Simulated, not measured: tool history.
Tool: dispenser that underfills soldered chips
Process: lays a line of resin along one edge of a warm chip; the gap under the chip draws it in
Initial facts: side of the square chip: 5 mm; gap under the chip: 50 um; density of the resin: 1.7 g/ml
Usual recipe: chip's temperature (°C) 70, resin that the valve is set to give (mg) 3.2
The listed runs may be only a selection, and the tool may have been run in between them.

run,hour,chip's temperature (°C),resin that the valve is set to give (mg),time until the resin shows at the far edge (s),resin that the valve gave (mg)
1,0,70,3.2,28.8,3.05
2,4.3,70,3.2,34.3,3.09
# hour 10.3: new syringe of resin
3,11.3,70,3.2,27.9,3.04
4,17.4,70,3.2,35.9,3.02
# hour 23.3: new syringe of resin
5,24.7,70,3.2,28.1,2.99
6,31.2,70,3.2,35.7,2.97
7,35.4,70,3.2,43,3.01
# hour 36.2: new syringe of resin
8,42.1,70,3.2,34,3.02
# hour 47.4: dispensing valve cleaned and set on the balance
# hour 50.3: new syringe of resin
9,50.6,70,3.2,26.3,3.19
10,56.8,70,3.2,34.2,3.15
# hour 63.3: new syringe of resin
11,63.8,70,3.2,26.4,3.16
12,69.6,70,3.2,34.4,3.18
13,73.1,70,3.2,39.2,3.15
# hour 76.5: new syringe of resin
14,80.6,70,3.2,30.2,3.15
15,88.6,58,3.2,70.4,3.12
# hour 89.4: new syringe of resin
16,93.8,59,3.23,52,3.13
17,98.4,59,3.23,59.9,3.13
# hour 102.4: new syringe of resin
18,103.9,63,3.23,38.9,3.11
19,111.1,81,3.46,23.3,3.37
20,114.5,70,3.87,42,3.76
# hour 115.8: new syringe of resin
21,118.7,67,3.34,34.6,3.24
22,125,67,3.34,44.1,3.22
# hour 128.8: new syringe of resin
23,129.6,81,3.56,18,3.41
24,133,75,3.11,26.2,2.97
25,139.1,74,4.02,33.3,3.86
# hour 141.8: new syringe of resin
26,144.9,74,4.02,25.8,3.83
27,150.7,59,3.45,62.1,3.29

Each row is a separate what-if for the run after 27, all from the same tool condition, not one after another. Results?
# hour 154.9: new syringe of resin
A,157.4,59,3.73,?,?
# hour 154.9: new syringe of resin
B,157.4,68,4.11,?,?
# hour 154.9: new syringe of resin
C,157.4,59,4.01,?,?

run,time until the resin shows at the far edge (s),resin that the valve gave (mg)
A,47.8,3.5
B,31.8,3.9
C,46.5,3.79
With no hidden state in the tool, these same runs would have given:
run,time until the resin shows at the far edge (s),resin that the valve gave (mg)
A,41.7,3.71
B,27.9,4.12
C,40.6,4.01
